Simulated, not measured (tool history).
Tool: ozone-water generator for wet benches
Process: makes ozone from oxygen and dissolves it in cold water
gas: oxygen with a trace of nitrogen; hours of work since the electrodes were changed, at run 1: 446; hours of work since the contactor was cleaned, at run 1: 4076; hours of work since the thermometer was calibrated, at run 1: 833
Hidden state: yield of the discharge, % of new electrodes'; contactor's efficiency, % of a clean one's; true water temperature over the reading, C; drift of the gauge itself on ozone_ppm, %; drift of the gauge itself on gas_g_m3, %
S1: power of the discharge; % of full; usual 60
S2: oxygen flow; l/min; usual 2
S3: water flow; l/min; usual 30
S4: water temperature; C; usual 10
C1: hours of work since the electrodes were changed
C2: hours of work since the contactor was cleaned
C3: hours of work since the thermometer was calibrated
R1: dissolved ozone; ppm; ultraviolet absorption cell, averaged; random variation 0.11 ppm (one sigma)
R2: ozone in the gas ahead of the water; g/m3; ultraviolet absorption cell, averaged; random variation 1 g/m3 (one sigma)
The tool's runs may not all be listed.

run 1 hour=0 | S1=60 S2=2 S3=30 S4=10 | C1=446 C2=4076 C3=833 | R1=8.7 R2=181.2
run 2 hour=177.2 | S1=60 S2=2 S3=30 S4=10 | C1=590 C2=4220 C3=977 | R1=8.7 R2=183.3
run 3 hour=342.6 | S1=60 S2=2 S3=30 S4=10 | C1=725 C2=4354 C3=1112 | R1=8.6 R2=182.9
run 4 hour=493.3 | S1=60 S2=2 S3=30 S4=10 | C1=847 C2=4477 C3=1234 | R1=8.8 R2=180.8
run 5 hour=600 | S1=60 S2=2.5 S3=30 S4=10 | C1=934 C2=4564 C3=1321 | R1=9.6 R2=161.3
run 6 hour=782.5 | S1=60 S2=2.5 S3=30 S4=10 | C1=1082 C2=4712 C3=1469 | R1=9.3 R2=164.7
run 7 hour=973.7 | S1=60 S2=2 S3=30 S4=6 | C1=1238 C2=4867 C3=1625 | R1=8.7 R2=180.2
run 8 hour=1055.2 | S1=60 S2=2 S3=30 S4=6 | C1=1304 C2=4934 C3=1691 | R1=8.8 R2=180.6
run 9 hour=1210.5 | S1=60 S2=2 S3=30 S4=10 | C1=1430 C2=5060 C3=1817 | R1=8.6 R2=177.1
run 10 hour=1298.8 | S1=60 S2=2 S3=30 S4=10 | C1=1502 C2=5132 C3=1889 | R1=8.7 R2=180.7
-- hour=1314.6 contactor cleaned
run 11 hour=1475.6 | S1=60 S2=2 S3=30 S4=10 | C1=1642 C2=131 C3=2029 | R1=8.5 R2=179.1
run 12 hour=1556.4 | S1=60 S2=2 S3=30 S4=10 | C1=1708 C2=197 C3=2095 | R1=8.4 R2=178
run 13 hour=1697.7 | S1=60 S2=2 S3=30 S4=10 | C1=1823 C2=311 C3=2210 | R1=8.4 R2=179.1
run 14 hour=1847.7 | S1=60 S2=2 S3=48 S4=13 | C1=1945 C2=433 C3=2332 | R1=4.9 R2=179.7
run 15 hour=1963.9 | S1=60 S2=2 S3=48 S4=13 | C1=2039 C2=528 C3=2426 | R1=5.1 R2=176.3
run 16 hour=2045.5 | S1=60 S2=2 S3=48 S4=13 | C1=2105 C2=594 C3=2493 | R1=4.9 R2=176.6
-- hour=2115.4 contactor cleaned, once more
run 17 hour=2239.7 | S1=60 S2=1.57 S3=48 S4=11 | C1=2260 C2=101 C3=2647 | R1=4.8 R2=197
run 18 hour=2331.9 | S1=60 S2=1.57 S3=48 S4=11 | C1=2335 C2=176 C3=2722 | R1=4.7 R2=199.4
run 19 hour=2458.6 | S1=68 S2=2 S3=30 S4=5 | C1=2438 C2=279 C3=2825 | R1=9.8 R2=195.1
run 20 hour=2641.2 | S1=53 S2=2.58 S3=32 S4=12 | C1=2586 C2=427 C3=2974 | R1=7.8 R2=142.2
run 21 hour=2723.6 | S1=53 S2=2.58 S3=32 S4=12 | C1=2653 C2=494 C3=3041 | R1=7.9 R2=141.4
run 22 hour=2906.6 | S1=54 S2=3.4 S3=27 S4=16 | C1=2802 C2=643 C3=3189 | R1=9.9 R2=126.4
run 23 hour=3089.6 | S1=87 S2=2 S3=30 S4=13 | C1=2951 C2=792 C3=3338 | R1=11.3 R2=233

Hidden state at the last listed run before each entry between runs and at the first one after, where it differs:
Between runs 10 and 11: contactor cleaned (hour 1314.6)
  yield of the discharge, % of new electrodes': 97.6 -> 97.3; contactor's efficiency, % of a clean one's: 94.8 -> 92.7
  measured less the result without the state, R1: -0.4 -> -0.4 ppm; R2: -4 -> -4.3 g/m3
Between runs 16 and 17: contactor cleaned, once more (hour 2115.4)
  yield of the discharge, % of new electrodes': 96.6 -> 96.3; contactor's efficiency, % of a clean one's: 92.2 -> 99.7; true water temperature over the reading, C: 0.09 -> 0.1
  measured less the result without the state, R1: -0.4 -> -0.2 ppm; R2: -5.5 -> -6.5 g/m3
